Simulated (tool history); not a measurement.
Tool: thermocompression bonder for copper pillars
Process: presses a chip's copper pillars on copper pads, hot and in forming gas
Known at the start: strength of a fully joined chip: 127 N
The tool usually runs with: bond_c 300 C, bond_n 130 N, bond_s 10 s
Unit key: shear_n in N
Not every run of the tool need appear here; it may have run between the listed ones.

run	day	bond_c	bond_n	bond_s	shear_n
1	0.000	300	130	10	65.4
2	1.779	300	130	10	65.0
3	2.912	300	110	10	54.8
4	4.842	282	130	10	53.6
5	6.525	300	139	10	69.2
6	8.312	300	139	10	68.3
# day 8.904: forming gas filter changed
7	9.608	300	139	10	70.0
8	11.129	300	130	10	64.9
9	13.092	300	130	10	64.9
10	13.988	300	130	6	53.6
11	15.817	288	108	8	42.6
12	17.267	289	161	6	60.0
13	18.483	289	161	6	59.3
14	19.500	301	95	24	63.8
# day 20.946: heater calibrated with a thermocouple chip
15	20.983	319	95	7	53.5
16	22.592	319	93	7	52.0
# day 23.200: forming gas filter changed
17	24.725	319	93	7	53.2
18	25.917	313	130	20	94.4
19	27.658	313	130	20	94.4

How would selected steps in shear_n from run to run divide? Give the signed amount a tool lacking its hidden state would still show from settings, what came in and random variation, and the signed amount left for the hidden state, including any gauge scatter that is not in both of the compared results.
The hidden state here: true temperature of the bond over the reading, C; force that reaches the chip, % of what is set; oxide that the forming gas leaves, % of the face; drift of the gauge itself on shear_n, %.
Run 14 -> 15: bond_c 301 -> 319, bond_s 24 -> 7, heater calibrated with a thermocouple chip. shear_n -10.3 N: hidden state +5.7, all else -16.0.
Run 17 -> 18: bond_c 319 -> 313, bond_n 93 -> 130, bond_s 7 -> 20. shear_n +41.2 N: hidden state -0.2, all else +41.4.
